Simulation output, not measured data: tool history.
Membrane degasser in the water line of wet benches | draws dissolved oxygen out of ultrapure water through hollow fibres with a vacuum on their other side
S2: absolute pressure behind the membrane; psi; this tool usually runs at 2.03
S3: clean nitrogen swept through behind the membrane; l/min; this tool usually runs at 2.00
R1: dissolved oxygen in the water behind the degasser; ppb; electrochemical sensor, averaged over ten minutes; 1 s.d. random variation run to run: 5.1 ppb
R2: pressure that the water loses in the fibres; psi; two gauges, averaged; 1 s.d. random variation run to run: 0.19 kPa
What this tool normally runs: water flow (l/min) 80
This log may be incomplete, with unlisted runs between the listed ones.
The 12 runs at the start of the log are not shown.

Run 13, hour 1022.2: usual settings but S3 1.78 l/min. Result: R1 919.8 ppb, R2 5.495 psi.
Run 14, hour 1100.8: usual settings but S3 1.78 l/min. Result: R1 917.6 ppb, R2 5.507 psi.
Run 15, hour 1204.2: usual settings but S3 1.78 l/min. Result: R1 912.7 ppb, R2 5.471 psi.
Run 16, hour 1278.8: usual settings. Result: R1 850.9 ppb, R2 5.519 psi.
Run 17, hour 1336.7: usual settings but water flow (l/min) 110, S2 1.90 psi. Result: R1 1080.8 ppb, R2 7.601 psi.
Run 18, hour 1425.7: usual settings but water flow (l/min) 110, S2 1.74 psi. Result: R1 976.7 ppb, R2 7.607 psi.
Run 19, hour 1491.6: usual settings but water flow (l/min) 52. Result: R1 578.0 ppb, R2 3.564 psi.
Run 20, hour 1542.1: usual settings but water flow (l/min) 52. Result: R1 580.8 ppb, R2 3.537 psi.
Run 21, hour 1653.6: usual settings but water flow (l/min) 51, S2 3.44 psi, S3 1.22 l/min. Result: R1 1450.7 ppb, R2 3.551 psi.
Run 22, hour 1747.5: usual settings but S2 2.54 psi. Result: R1 1071.0 ppb, R2 5.503 psi.
Run 23, hour 1858.8: usual settings but S2 2.54 psi. Result: R1 1075.3 ppb, R2 5.475 psi.
Run 24, hour 1932.6: usual settings but S3 1.30 l/min. Result: R1 1131.2 ppb, R2 5.500 psi.
Run 25, hour 2036.0: usual settings but water flow (l/min) 84, S2 3.79 psi. Result: R1 1655.6 ppb, R2 5.768 psi.
Run 26, hour 2122.5: usual settings but water flow (l/min) 98, S2 3.77 psi. Result: R1 1841.7 ppb, R2 6.763 psi.
Run 27, hour 2235.6: usual settings but water flow (l/min) 90, S2 1.58 psi, S3 1.96 l/min. Result: R1 723.0 ppb, R2 6.184 psi.
Run 28, hour 2299.2: usual settings but water flow (l/min) 90, S2 1.58 psi, S3 1.96 l/min. Result: R1 724.5 ppb, R2 6.182 psi.
Run 29, hour 2374.1: usual settings but S2 2.18 psi. Result: R1 916.6 ppb, R2 5.532 psi.
Run 30, hour 2481.8: usual settings but water flow (l/min) 68, S2 2.36 psi, S3 1.24 l/min. Result: R1 1208.8 ppb, R2 4.670 psi.
Run 31, hour 2558.9: usual settings but S2 3.67 psi, S3 1.89 l/min. Result: R1 1595.6 ppb, R2 5.480 psi.
Run 32, hour 2630.5: usual settings but water flow (l/min) 55, S2 3.52 psi, S3 1.89 l/min. Result: R1 1149.2 ppb, R2 3.803 psi.

Branching from run 32: 4 alternative next runs. What would each branch give?
Run A, hour 2709.9: usual settings but water flow (l/min) 115, S3 4.25 l/min. Result: R1 ?, R2 ?.
Run B, hour 2709.9: usual settings but water flow (l/min) 116. Result: R1 ?, R2 ?.
Run C, hour 2709.9: usual settings but water flow (l/min) 53, S2 2.19 psi, S3 2.74 l/min. Result: R1 ?, R2 ?.
Run D, hour 2709.9: usual settings but water flow (l/min) 55, S2 4.29 psi, S3 1.89 l/min. Result: R1 ?, R2 ?.

run      R1     R2
  A   764.5  7.903
  B  1207.6  8.021
  C   492.4  3.648
  D  1401.9  3.787
What these runs would have given with no unlogged condition in the tool:
run      R1     R2
  A   763.8  7.897
  B  1206.7  8.016
  C   492.2  3.646
  D  1401.6  3.785
